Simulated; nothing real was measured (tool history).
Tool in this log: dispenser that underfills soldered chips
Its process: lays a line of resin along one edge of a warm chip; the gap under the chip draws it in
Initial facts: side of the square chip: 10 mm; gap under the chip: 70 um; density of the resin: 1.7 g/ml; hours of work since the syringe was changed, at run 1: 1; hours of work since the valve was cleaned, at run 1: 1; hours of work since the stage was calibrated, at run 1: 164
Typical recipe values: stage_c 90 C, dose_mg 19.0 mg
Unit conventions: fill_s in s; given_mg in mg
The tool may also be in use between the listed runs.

run	hour	stage_c	dose_mg	hours of work since the syringe was changed	hours of work since the valve was cleaned	hours of work since the stage was calibrated	fill_s	given_mg
1	0.0	90	19.0	1	1	164	87.2	18.90
2	5.0	90	19.0	4	4	167	108.2	19.15
3	8.8	90	19.0	6	6	170	121.9	18.93
# hour 12.0: new syringe of resin
4	12.7	90	19.0	0	9	172	86.4	19.00
5	16.0	90	19.0	3	11	174	98.1	18.88
6	21.7	90	19.0	6	14	178	120.8	19.02
# hour 24.7: new syringe of resin
7	25.9	90	19.0	1	17	180	88.7	18.90
8	30.5	104	19.0	4	20	183	67.4	18.84
9	34.7	104	19.0	6	22	186	81.2	19.04
# hour 38.0: new syringe of resin
10	41.2	104	19.0	2	26	190	58.7	18.90
11	47.8	90	18.8	6	30	194	119.4	18.73
# hour 50.7: new syringe of resin
12	54.9	90	18.8	3	35	198	98.3	18.61
13	58.8	104	16.6	5	37	201	74.1	16.31
14	63.0	83	23.3	8	40	203	165.6	22.93
# hour 63.7: new syringe of resin
15	69.2	77	19.0	3	44	207	162.6	18.91
16	74.6	77	24.3	7	47	210	194.6	23.87
# hour 76.4: new syringe of resin
17	80.0	77	24.3	2	50	214	143.8	24.19
18	86.3	77	24.3	6	54	218	181.8	24.12
# hour 89.7: new syringe of resin
19	92.6	81	16.4	2	58	222	128.9	16.10
20	96.0	81	16.4	4	60	224	149.7	16.01
21	100.6	104	18.7	7	63	227	81.2	18.27
# hour 102.7: new syringe of resin
22	107.0	104	18.7	3	67	230	63.2	18.17
23	110.7	104	18.7	5	69	233	72.3	18.19
# hour 115.4: new syringe of resin
24	117.7	91	19.0	1	73	237	86.8	18.54

Take each entry between the runs: how does the hidden state at the last listed run before it differ from the hidden state at the first listed run after it?
In the gap between runs 3 and 4: new syringe of resin (hour 12.0)
  resin's viscosity, % of fresh resin's: 146.4 -> 103; dose that the valve gives, % of what is set: 99.91 -> 99.84; true chip temperature over the reading, C: 0.62 -> 0.63
  measured minus no-state result, fill_s: +37.0 -> +0.7 s; given_mg: -0.02 -> -0.03 mg
In the gap between runs 6 and 7: new syringe of resin (hour 24.7)
  resin's viscosity, % of fresh resin's: 145.3 -> 106.7; dose that the valve gives, % of what is set: 99.64 -> 99.56; true chip temperature over the reading, C: 0.65 -> 0.66
  measured minus no-state result, fill_s: +35.9 -> +3.8 s; given_mg: -0.07 -> -0.09 mg
In the gap between runs 9 and 10: new syringe of resin (hour 38.0)
  resin's viscosity, % of fresh resin's: 149.9 -> 112.4; dose that the valve gives, % of what is set: 99.37 -> 99.22; true chip temperature over the reading, C: 0.68 -> 0.69
  measured minus no-state result, fill_s: +25.9 -> +5.4 s; given_mg: -0.12 -> -0.15 mg
In the gap between runs 11 and 12: new syringe of resin (hour 50.7)
  resin's viscosity, % of fresh resin's: 144.9 -> 116.7; dose that the valve gives, % of what is set: 99.08 -> 98.93; true chip temperature over the reading, C: 0.71 -> 0.72
  measured minus no-state result, fill_s: +35.0 -> +12.1 s; given_mg: -0.17 -> -0.20 mg
In the gap between runs 14 and 15: new syringe of resin (hour 63.7)
  resin's viscosity, % of fresh resin's: 159.7 -> 125.9; dose that the valve gives, % of what is set: 98.72 -> 98.6; true chip temperature over the reading, C: 0.74 -> 0.76
  measured minus no-state result, fill_s: +59.1 -> +30.1 s; given_mg: -0.29 -> -0.27 mg
In the gap between runs 16 and 17: new syringe of resin (hour 76.4)
  resin's viscosity, % of fresh resin's: 155.1 -> 112.7; dose that the valve gives, % of what is set: 98.48 -> 98.37; true chip temperature over the reading, C: 0.77 -> 0.78
  measured minus no-state result, fill_s: +65.7 -> +12.7 s; given_mg: -0.37 -> -0.40 mg
In the gap between runs 18 and 19: new syringe of resin (hour 89.7)
  resin's viscosity, % of fresh resin's: 143.9 -> 111.6; dose that the valve gives, % of what is set: 98.23 -> 98.09; true chip temperature over the reading, C: 0.79 -> 0.81
  measured minus no-state result, fill_s: +52.1 -> +10.6 s; given_mg: -0.43 -> -0.32 mg
In the gap between runs 21 and 22: new syringe of resin (hour 102.7)
  resin's viscosity, % of fresh resin's: 151.7 -> 118.2; dose that the valve gives, % of what is set: 97.92 -> 97.77; true chip temperature over the reading, C: 0.83 -> 0.84
  measured minus no-state result, fill_s: +26.4 -> +8.4 s; given_mg: -0.38 -> -0.42 mg
In the gap between runs 23 and 24: new syringe of resin (hour 115.4)
  resin's viscosity, % of fresh resin's: 135.9 -> 108.5; dose that the valve gives, % of what is set: 97.69 -> 97.55; true chip temperature over the reading, C: 0.85 -> 0.86
  measured minus no-state result, fill_s: +17.8 -> +4.8 s; given_mg: -0.43 -> -0.47 mg
